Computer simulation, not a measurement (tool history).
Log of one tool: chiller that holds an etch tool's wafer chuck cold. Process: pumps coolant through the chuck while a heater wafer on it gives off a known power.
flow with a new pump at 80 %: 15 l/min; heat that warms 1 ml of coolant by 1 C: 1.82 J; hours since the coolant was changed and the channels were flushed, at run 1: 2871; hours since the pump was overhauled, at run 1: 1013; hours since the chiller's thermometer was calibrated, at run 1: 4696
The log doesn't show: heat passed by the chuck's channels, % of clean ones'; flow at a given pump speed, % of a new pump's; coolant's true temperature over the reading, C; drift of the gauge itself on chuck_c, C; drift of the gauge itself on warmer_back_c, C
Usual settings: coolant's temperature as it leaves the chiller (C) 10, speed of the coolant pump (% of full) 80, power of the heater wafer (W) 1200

| run | day | coolant's temperature as it leaves the chiller (C) | speed of the coolant pump (% of full) | power of the heater wafer (W) | hours since the coolant was changed and the channels were flushed | hours since the pump was overhauled | hours since the chiller's thermometer was calibrated | chuck's temperature once it has settled (C) | how much warmer the coolant comes back (C) |
|---|---|---|---|---|---|---|---|---|---|
| 1 | 0 | 10 | 80 | 1200 | 2871 | 1013 | 4696 | 18.6 | 2.68 |
| 2 | 1.208 | 10 | 80 | 1200 | 2900 | 1042 | 4725 | 18.2 | 2.77 |
| 3 | 2.771 | 10 | 80 | 1200 | 2938 | 1079 | 4762 | 18.3 | 2.71 |
| 4 | 4.683 | 10 | 80 | 1414 | 2984 | 1125 | 4808 | 19.8 | 3.19 |
| 5 | 5.683 | 10 | 80 | 1200 | 3008 | 1149 | 4832 | 18.4 | 2.74 |
| 6 | 6.838 | 10 | 80 | 1200 | 3035 | 1177 | 4860 | 18.4 | 2.76 |
| 7 | 8.033 | 10 | 80 | 1200 | 3064 | 1206 | 4889 | 18.4 | 2.74 |
| 8 | 9.2 | 10 | 80 | 1200 | 3092 | 1234 | 4917 | 18.3 | 2.75 |
| 9 | 10.888 | 10 | 80 | 1200 | 3133 | 1274 | 4957 | 18.5 | 2.76 |
| 10 | 11.838 | 10 | 80 | 1200 | 3155 | 1297 | 4980 | 18.4 | 2.73 |
| 11 | 13.454 | 3 | 80 | 1200 | 3194 | 1336 | 5019 | 11.4 | 2.75 |
| 12 | 14.525 | 3 | 80 | 1200 | 3220 | 1361 | 5044 | 11.4 | 2.78 |
| 13 | 16.188 | 5 | 80 | 991 | 3260 | 1401 | 5084 | 11.7 | 2.27 |
| 14 | 17.875 | 5 | 80 | 991 | 3300 | 1442 | 5125 | 11.8 | 2.25 |
| 15 | 18.858 | 20 | 71 | 1689 | 3324 | 1465 | 5148 | 33.4 | 4.45 |
| 16 | 20.788 | 16 | 70 | 1118 | 3370 | 1512 | 5195 | 25 | 2.96 |
| 17 | 22.038 | 16 | 70 | 1118 | 3400 | 1542 | 5225 | 24.9 | 2.97 |
| 18 | 23.258 | 17 | 71 | 1014 | 3429 | 1571 | 5254 | 24.7 | 2.67 |
| 19 | 25.1 | 15 | 96 | 1477 | 3474 | 1615 | 5298 | 24.1 | 2.82 |
| 20 | 26.417 | 11 | 80 | 1200 | 3505 | 1647 | 5330 | 19.6 | 2.82 |
| 21 | 27.346 | 17 | 61 | 965 | 3528 | 1669 | 5352 | 25.4 | 3.02 |
| 22 | 28.967 | 10 | 83 | 730 | 3566 | 1708 | 5391 | 14.9 | 1.64 |

3 ways to go on from here, each from the tool as it stands after run 22. What would each give?
| A | 30.962 | 10 | 80 | 659 | 3614 | 1756 | 5439 | ? | ? |
| B | 30.962 | 10 | 93 | 632 | 3614 | 1756 | 5439 | ? | ? |
| C | 30.962 | 10 | 82 | 923 | 3614 | 1756 | 5439 | ? | ? |

| run | chuck's temperature once it has settled (C) | how much warmer the coolant comes back (C) |
|---|---|---|
| A | 14.5 | 1.52 |
| B | 13.8 | 1.22 |
| C | 16.2 | 2.05 |
Without the tool's hidden state the same runs would have given:
| run | chuck's temperature once it has settled (C) | how much warmer the coolant comes back (C) |
|---|---|---|
| A | 14.4 | 1.45 |
| B | 13.8 | 1.17 |
| C | 16 | 1.96 |
